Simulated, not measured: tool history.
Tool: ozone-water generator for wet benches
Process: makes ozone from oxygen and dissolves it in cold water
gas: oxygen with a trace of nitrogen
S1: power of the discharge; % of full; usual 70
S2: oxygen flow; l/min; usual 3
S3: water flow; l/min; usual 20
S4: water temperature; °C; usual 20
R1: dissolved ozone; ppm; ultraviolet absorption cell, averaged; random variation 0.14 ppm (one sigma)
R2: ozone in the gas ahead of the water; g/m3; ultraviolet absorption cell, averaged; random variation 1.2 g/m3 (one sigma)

run 1 hour=0 | S1=70 S2=3 S3=20 S4=20 | R1=14.6 R2=213.4
run 2 hour=22.2 | S1=70 S2=3 S3=20 S4=20 | R1=14.4 R2=216.6
run 3 hour=44.6 | S1=70 S2=3 S3=20 S4=20 | R1=14.7 R2=218.2
run 4 hour=71.1 | S1=70 S2=3 S3=20 S4=20 | R1=14.7 R2=215.6
run 5 hour=94.8 | S1=70 S2=3 S3=20 S4=20 | R1=14.5 R2=216.2
run 6 hour=114.3 | S1=70 S2=3 S3=20 S4=20 | R1=14.6 R2=214.5
run 7 hour=132.6 | S1=70 S2=3 S3=20 S4=20 | R1=14.7 R2=212.6
run 8 hour=155.6 | S1=70 S2=3 S3=20 S4=20 | R1=14.7 R2=217.5
run 9 hour=188.8 | S1=70 S2=3 S3=20 S4=14 | R1=15.4 R2=214
run 10 hour=212.3 | S1=70 S2=3 S3=12 S4=20 | R1=22.2 R2=213.3
run 11 hour=230 | S1=70 S2=3 S3=20 S4=20 | R1=14.4 R2=216.9
run 12 hour=254.4 | S1=70 S2=3 S3=20 S4=20 | R1=14.6 R2=216.3
run 13 hour=268.3 | S1=84 S2=3.42 S3=23 S4=24 | R1=14.2 R2=229.2
run 14 hour=290.7 | S1=84 S2=3.42 S3=23 S4=24 | R1=14.3 R2=228.6
run 15 hour=317.4 | S1=84 S2=3.42 S3=23 S4=24 | R1=14.4 R2=229
run 16 hour=339.5 | S1=84 S2=3.42 S3=23 S4=24 | R1=14.4 R2=228.9
run 17 hour=360.6 | S1=52 S2=2.01 S3=23 S4=24 | R1=8.9 R2=206.4
run 18 hour=379 | S1=81 S2=4.24 S3=12 S4=23 | R1=24.4 R2=211.9
run 19 hour=411 | S1=56 S2=1.52 S3=19 S4=17 | R1=10.4 R2=232
run 20 hour=432.8 | S1=70 S2=3 S3=26 S4=20 | R1=11.3 R2=213.2
run 21 hour=460.8 | S1=70 S2=3 S3=32 S4=24 | R1=9 R2=216.1
run 22 hour=492 | S1=89 S2=3 S3=20 S4=23 | R1=16.2 R2=245.8
run 23 hour=521.7 | S1=89 S2=3 S3=20 S4=23 | R1=16 R2=247.4
run 24 hour=549.7 | S1=94 S2=3.71 S3=26 S4=18 | R1=14.8 R2=239.1

5 ways to go on from here, each from the tool as it stands after run 24. What would each give?
run A hour=575 | S1=85 S2=1.97 S3=26 S4=14 | R1=? R2=?
run B hour=575 | S1=94 S2=3.71 S3=18 S4=25 | R1=? R2=?
run C hour=575 | S1=59 S2=4.67 S3=17 S4=18 | R1=? R2=?
run D hour=575 | S1=70 S2=3.29 S3=20 S4=20 | R1=? R2=?
run E hour=575 | S1=47 S2=3 S3=17 S4=15 | R1=? R2=?

run=A R1=10.8 R2=273
run=B R1=19 R2=237.5
run=C R1=17.5 R2=168.1
run=D R1=14.8 R2=209.1
run=E R1=14.1 R2=172.4
Without the tool's hidden state the same runs would have given:
run=A R1=11.6 R2=275.2
run=B R1=20.4 R2=239.5
run=C R1=18.7 R2=169.2
run=D R1=15.8 R2=210.6
run=E R1=15 R2=173.4
